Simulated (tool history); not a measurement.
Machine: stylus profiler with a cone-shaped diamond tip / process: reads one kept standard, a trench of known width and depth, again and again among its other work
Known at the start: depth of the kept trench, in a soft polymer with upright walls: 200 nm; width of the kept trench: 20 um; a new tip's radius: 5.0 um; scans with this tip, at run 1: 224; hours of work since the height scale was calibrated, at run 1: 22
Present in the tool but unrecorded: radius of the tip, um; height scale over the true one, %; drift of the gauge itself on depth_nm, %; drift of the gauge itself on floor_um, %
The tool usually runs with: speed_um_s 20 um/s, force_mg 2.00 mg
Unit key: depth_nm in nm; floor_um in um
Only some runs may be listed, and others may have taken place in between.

run   hour  speed_um_s  force_mg  scans with this tip  hours of work since the height scale was calibrated  depth_nm  floor_um
  1    0.0          20      2.00                  224                                                   22    201.06     17.09
  2   11.4          24      2.00                  272                                                   26    201.22     17.08
  3   17.7          24      2.00                  299                                                   29    200.89     17.06
  4   31.1          24      2.00                  356                                                   34    200.98     17.07
  5   37.8          24      2.00                  384                                                   37    201.14     17.07
  6   44.9          24      2.00                  414                                                   40    200.94     17.08
  7   56.9          24      2.00                  465                                                   45    200.84     17.02
  8   71.8          24      2.00                  528                                                   51    201.30     17.08
  9   78.4           6      2.00                  555                                                   54    201.06     17.11
 10   85.2          20      2.00                  585                                                   57    201.11     17.02
 11   96.9          20      2.00                  634                                                   61    201.27     17.13
 12  106.3          28      1.09                  674                                                   65    200.78     17.05
 13  117.9          29      1.09                  723                                                   70    200.78     16.96
 14  131.3          18      2.35                  779                                                   76    201.49     17.11
 15  140.3          25      2.80                  817                                                   79    201.59     17.02
 16  147.5          20      1.21                  848                                                   82    200.84     17.01
 17  155.1          19      1.21                  880                                                   85    200.79     17.13
 18  165.8           5      1.01                  925                                                   90    200.67     17.12
 19  172.3           7      3.81                  953                                                   92    201.64     17.09
 20  187.7          67      2.92                 1018                                                   99    201.46     17.02
 21  200.0          67      2.92                 1070                                                  104    201.37     17.04
 22  207.9          11      4.15                 1103                                                  107    201.75     17.04

Predict each of these 4 candidate next runs independently; none follows another, all start after run 22:
  A  216.7          44      2.00                 1140                                                  111         ?         ?
  B  216.7           5      1.01                 1140                                                  111         ?         ?
  C  216.7          13      1.13                 1140                                                  111         ?         ?
  D  216.7          11      1.16                 1140                                                  111         ?         ?

run  depth_nm  floor_um
  A    201.07     16.93
  B    200.88     17.12
  C    200.89     17.07
  D    200.78     17.08
What these runs would have given with no unlogged condition in the tool:
run  depth_nm  floor_um
  A    200.97     17.01
  B    200.78     17.19
  C    200.79     17.14
  D    200.68     17.16
